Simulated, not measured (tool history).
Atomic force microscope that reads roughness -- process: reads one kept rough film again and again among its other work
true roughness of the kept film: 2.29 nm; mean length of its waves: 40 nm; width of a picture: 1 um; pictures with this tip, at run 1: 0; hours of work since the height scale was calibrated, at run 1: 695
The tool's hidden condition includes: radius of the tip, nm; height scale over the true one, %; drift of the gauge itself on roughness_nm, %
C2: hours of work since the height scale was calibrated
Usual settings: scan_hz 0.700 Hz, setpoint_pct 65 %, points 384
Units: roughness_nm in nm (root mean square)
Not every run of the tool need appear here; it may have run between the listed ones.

run 1 hour=0.0 | scan_hz=0.700 setpoint_pct=65 points=384 | pictures_with_this_tip=0 C2=695 | roughness_nm=2.186
run 2 hour=50.3 | scan_hz=0.700 setpoint_pct=65 points=384 | pictures_with_this_tip=65 C2=734 | roughness_nm=2.126
-- hour=82.4 new tip fitted
run 3 hour=114.4 | scan_hz=0.700 setpoint_pct=65 points=384 | pictures_with_this_tip=41 C2=784 | roughness_nm=2.141
-- hour=163.1 new tip fitted
run 4 hour=172.2 | scan_hz=0.736 setpoint_pct=65 points=384 | pictures_with_this_tip=12 C2=828 | roughness_nm=2.163
run 5 hour=213.4 | scan_hz=0.736 setpoint_pct=65 points=384 | pictures_with_this_tip=65 C2=860 | roughness_nm=2.110
-- hour=242.7 new tip fitted
run 6 hour=243.2 | scan_hz=0.736 setpoint_pct=65 points=384 | pictures_with_this_tip=0 C2=883 | roughness_nm=2.187
run 7 hour=281.2 | scan_hz=0.700 setpoint_pct=65 points=384 | pictures_with_this_tip=49 C2=912 | roughness_nm=2.144
-- hour=324.5 new tip fitted
run 8 hour=328.8 | scan_hz=0.700 setpoint_pct=65 points=384 | pictures_with_this_tip=5 C2=949 | roughness_nm=2.192
run 9 hour=362.0 | scan_hz=0.700 setpoint_pct=65 points=384 | pictures_with_this_tip=48 C2=975 | roughness_nm=2.154
run 10 hour=399.2 | scan_hz=0.700 setpoint_pct=65 points=702 | pictures_with_this_tip=96 C2=1004 | roughness_nm=2.094
-- hour=405.7 new tip fitted
run 11 hour=431.0 | scan_hz=0.700 setpoint_pct=65 points=702 | pictures_with_this_tip=33 C2=1028 | roughness_nm=2.171
run 12 hour=462.8 | scan_hz=0.700 setpoint_pct=65 points=702 | pictures_with_this_tip=74 C2=1053 | roughness_nm=2.127
-- hour=488.2 new tip fitted
run 13 hour=516.1 | scan_hz=0.700 setpoint_pct=65 points=384 | pictures_with_this_tip=36 C2=1094 | roughness_nm=2.148
-- hour=523.3 height scale calibrated on a step standard
run 14 hour=561.1 | scan_hz=0.700 setpoint_pct=58 points=384 | pictures_with_this_tip=93 C2=29 | roughness_nm=2.115
-- hour=572.0 new tip fitted
run 15 hour=593.3 | scan_hz=0.700 setpoint_pct=58 points=279 | pictures_with_this_tip=28 C2=54 | roughness_nm=2.195
-- hour=655.1 new tip fitted
run 16 hour=656.7 | scan_hz=0.700 setpoint_pct=65 points=277 | pictures_with_this_tip=2 C2=103 | roughness_nm=2.192
run 17 hour=711.7 | scan_hz=3.381 setpoint_pct=65 points=295 | pictures_with_this_tip=73 C2=146 | roughness_nm=1.998
-- hour=735.9 new tip fitted
run 18 hour=776.4 | scan_hz=0.515 setpoint_pct=71 points=384 | pictures_with_this_tip=53 C2=195 | roughness_nm=2.142
-- hour=816.2 new tip fitted
run 19 hour=839.7 | scan_hz=1.040 setpoint_pct=57 points=384 | pictures_with_this_tip=30 C2=244 | roughness_nm=2.181
-- hour=898.9 new tip fitted
run 20 hour=900.7 | scan_hz=0.903 setpoint_pct=69 points=590 | pictures_with_this_tip=2 C2=291 | roughness_nm=2.179
-- hour=927.7 height scale calibrated on a step standard, once more
run 21 hour=932.6 | scan_hz=0.903 setpoint_pct=69 points=590 | pictures_with_this_tip=42 C2=4 | roughness_nm=2.127
-- hour=982.0 new tip fitted
run 22 hour=995.6 | scan_hz=3.016 setpoint_pct=87 points=384 | pictures_with_this_tip=18 C2=52 | roughness_nm=1.823
run 23 hour=1058.2 | scan_hz=0.653 setpoint_pct=68 points=1017 | pictures_with_this_tip=98 C2=101 | roughness_nm=2.088
-- hour=1063.2 new tip fitted
run 24 hour=1091.1 | scan_hz=2.560 setpoint_pct=89 points=384 | pictures_with_this_tip=36 C2=126 | roughness_nm=1.824
run 25 hour=1120.2 | scan_hz=1.626 setpoint_pct=85 points=384 | pictures_with_this_tip=74 C2=149 | roughness_nm=1.940
-- hour=1144.8 new tip fitted
run 26 hour=1161.0 | scan_hz=1.626 setpoint_pct=85 points=384 | pictures_with_this_tip=21 C2=180 | roughness_nm=1.992
run 27 hour=1209.2 | scan_hz=0.700 setpoint_pct=88 points=384 | pictures_with_this_tip=83 C2=217 | roughness_nm=2.037
-- hour=1229.1 new tip fitted
run 28 hour=1248.3 | scan_hz=1.242 setpoint_pct=88 points=271 | pictures_with_this_tip=25 C2=247 | roughness_nm=1.988
run 29 hour=1278.1 | scan_hz=0.700 setpoint_pct=61 points=264 | pictures_with_this_tip=64 C2=271 | roughness_nm=2.114

Here are 4 independent what-if runs from the current tool condition. What would each one return?
-- hour=1309.5 new tip fitted
run A hour=1309.5 | scan_hz=0.700 setpoint_pct=59 points=264 | pictures_with_this_tip=0 C2=295 | roughness_nm=?
-- hour=1309.5 new tip fitted
run B hour=1309.5 | scan_hz=0.700 setpoint_pct=60 points=327 | pictures_with_this_tip=0 C2=295 | roughness_nm=?
-- hour=1309.5 new tip fitted
run C hour=1309.5 | scan_hz=1.943 setpoint_pct=62 points=835 | pictures_with_this_tip=0 C2=295 | roughness_nm=?
-- hour=1309.5 new tip fitted
run D hour=1309.5 | scan_hz=1.613 setpoint_pct=61 points=680 | pictures_with_this_tip=0 C2=295 | roughness_nm=?

run=A roughness_nm=2.188
run=B roughness_nm=2.181
run=C roughness_nm=2.157
run=D roughness_nm=2.167
Without the tool's unlogged condition, the same runs would have read:
run=A roughness_nm=2.189
run=B roughness_nm=2.182
run=C roughness_nm=2.158
run=D roughness_nm=2.167
